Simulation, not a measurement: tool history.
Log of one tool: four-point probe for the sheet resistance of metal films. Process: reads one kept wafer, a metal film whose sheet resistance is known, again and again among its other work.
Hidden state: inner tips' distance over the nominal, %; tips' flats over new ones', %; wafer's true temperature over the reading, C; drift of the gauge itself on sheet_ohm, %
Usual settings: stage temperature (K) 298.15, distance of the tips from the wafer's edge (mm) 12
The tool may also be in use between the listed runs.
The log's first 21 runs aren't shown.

| run | day | stage temperature (K) | distance of the tips from the wafer's edge (mm) | touches since the probe head was changed | hours of work since the stage's thermometer was calibrated | sheet resistance as the instrument gives it (ohm/square) |
|---|---|---|---|---|---|---|
| 22 | 63.492 | 298.15 | 13 | 33017 | 2173 | 0.729587 |
| 23 | 67.288 | 305.15 | 35 | 35019 | 2221 | 0.729231 |
| 24 | 69.296 | 300.15 | 24 | 36077 | 2246 | 0.728769 |
| 25 | 73.062 | 300.15 | 24 | 38064 | 2293 | 0.728507 |
|  | 73.308 | stage's thermometer calibrated |
| 26 | 76.850 | 295.15 | 10 | 40048 | 44 | 0.729123 |
|  | 79.146 | stage's thermometer calibrated, once more |
| 27 | 79.529 | 300.15 | 10 | 41449 | 5 | 0.730655 |
| 28 | 82.779 | 295.15 | 9 | 43162 | 46 | 0.730903 |
| 29 | 85.171 | 298.15 | 62 | 44422 | 76 | 0.728708 |
| 30 | 87.171 | 298.15 | 62 | 45478 | 101 | 0.728774 |
| 31 | 90.275 | 298.15 | 62 | 47114 | 140 | 0.728136 |
| 32 | 92.462 | 297.15 | 64 | 48267 | 167 | 0.727874 |
| 33 | 94.554 | 296.15 | 12 | 49369 | 193 | 0.728926 |
| 34 | 97.183 | 296.15 | 12 | 50754 | 226 | 0.728634 |
| 35 | 100.617 | 292.15 | 55 | 52564 | 269 | 0.727136 |
| 36 | 103.600 | 298.15 | 4 | 54138 | 307 | 0.736977 |
| 37 | 106.304 | 304.15 | 19 | 55562 | 341 | 0.728163 |
| 38 | 109.512 | 297.15 | 18 | 57253 | 381 | 0.727336 |
| 39 | 112.646 | 292.15 | 18 | 58905 | 420 | 0.726817 |
| 40 | 114.512 | 292.15 | 18 | 59889 | 444 | 0.726655 |
| 41 | 118.221 | 292.15 | 18 | 61844 | 490 | 0.726407 |
| 42 | 122.033 | 293.15 | 45 | 63853 | 538 | 0.725765 |
| 43 | 125.996 | 307.15 | 4 | 65943 | 588 | 0.735541 |
| 44 | 129.092 | 296.15 | 73 | 67575 | 626 | 0.725321 |

Forecast each of these 5 alternatives for the next run:
| A | 131.179 | 296.15 | 71 | 68676 | 653 | ? |
| B | 131.179 | 298.15 | 8 | 68676 | 653 | ? |
| C | 131.179 | 293.15 | 6 | 68676 | 653 | ? |
| D | 131.179 | 295.15 | 12 | 68676 | 653 | ? |
| E | 131.179 | 297.15 | 6 | 68676 | 653 | ? |

| run | sheet resistance as the instrument gives it (ohm/square) |
|---|---|
| A | 0.725255 |
| B | 0.727898 |
| C | 0.728999 |
| D | 0.725976 |
| E | 0.729650 |
Without the tool's hidden state the same runs would have given:
| run | sheet resistance as the instrument gives it (ohm/square) |
|---|---|
| A | 0.730015 |
| B | 0.732673 |
| C | 0.733785 |
| D | 0.730741 |
| E | 0.734437 |
